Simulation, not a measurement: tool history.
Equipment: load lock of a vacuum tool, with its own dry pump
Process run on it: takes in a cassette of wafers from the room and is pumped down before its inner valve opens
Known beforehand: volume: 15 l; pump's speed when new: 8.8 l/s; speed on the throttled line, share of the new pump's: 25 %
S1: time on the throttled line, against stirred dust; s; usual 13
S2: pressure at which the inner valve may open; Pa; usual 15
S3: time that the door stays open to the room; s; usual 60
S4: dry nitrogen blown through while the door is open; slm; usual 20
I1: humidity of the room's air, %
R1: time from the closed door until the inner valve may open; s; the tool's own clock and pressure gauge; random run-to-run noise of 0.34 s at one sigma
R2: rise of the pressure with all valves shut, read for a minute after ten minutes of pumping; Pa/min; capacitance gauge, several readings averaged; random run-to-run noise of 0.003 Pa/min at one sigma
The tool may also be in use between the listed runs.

run,hour,S1,S2,S3,S4,I1,R1,R2
1,0.0,13,15,60,20,41.5,24.6,0.067
2,102.8,13,15,60,20,45.7,24.4,0.080
3,225.0,13,15,60,20,47.0,24.9,0.085
4,352.9,13,15,38,20,41.3,25.4,0.071
5,446.9,13,11,38,20,42.6,26.0,0.071
6,583.4,13,11,38,20,49.2,24.9,0.072
7,667.2,13,11,38,20,44.1,25.3,0.075
8,768.2,13,20,38,20,45.8,24.9,0.077
9,919.2,13,15,60,20,48.7,24.8,0.090
10,1052.4,13,15,60,20,40.8,24.8,0.083
11,1134.7,18,22,60,19,43.8,28.8,0.092
12,1255.2,22,15,163,20,45.7,31.7,0.142
13,1360.9,15,20,73,18,43.8,25.5,0.098
14,1479.2,15,23,50,16,47.7,26.2,0.096
15,1542.4,15,23,50,16,44.6,26.2,0.095
16,1638.4,21,20,28,44,44.8,31.1,0.074
17,1794.4,7,22,132,22,44.8,20.4,0.130
18,1919.2,7,19,60,15,46.0,20.4,0.105
19,1983.2,11,15,60,20,41.3,23.7,0.092

Branching from run 19: 4 alternative next runs. What would each branch give?
A,2074.3,11,24,162,5,47.7,?,?
B,2074.3,20,15,60,20,45.1,?,?
C,2074.3,11,16,60,22,43.5,?,?
D,2074.3,11,15,77,20,46.6,?,?

run,R1,R2
A,22.4,0.183
B,30.9,0.106
C,23.3,0.100
D,23.6,0.112
Without the tool's hidden state the same runs would have given:
run,R1,R2
A,22.1,0.131
B,30.6,0.055
C,23.0,0.048
D,23.3,0.060

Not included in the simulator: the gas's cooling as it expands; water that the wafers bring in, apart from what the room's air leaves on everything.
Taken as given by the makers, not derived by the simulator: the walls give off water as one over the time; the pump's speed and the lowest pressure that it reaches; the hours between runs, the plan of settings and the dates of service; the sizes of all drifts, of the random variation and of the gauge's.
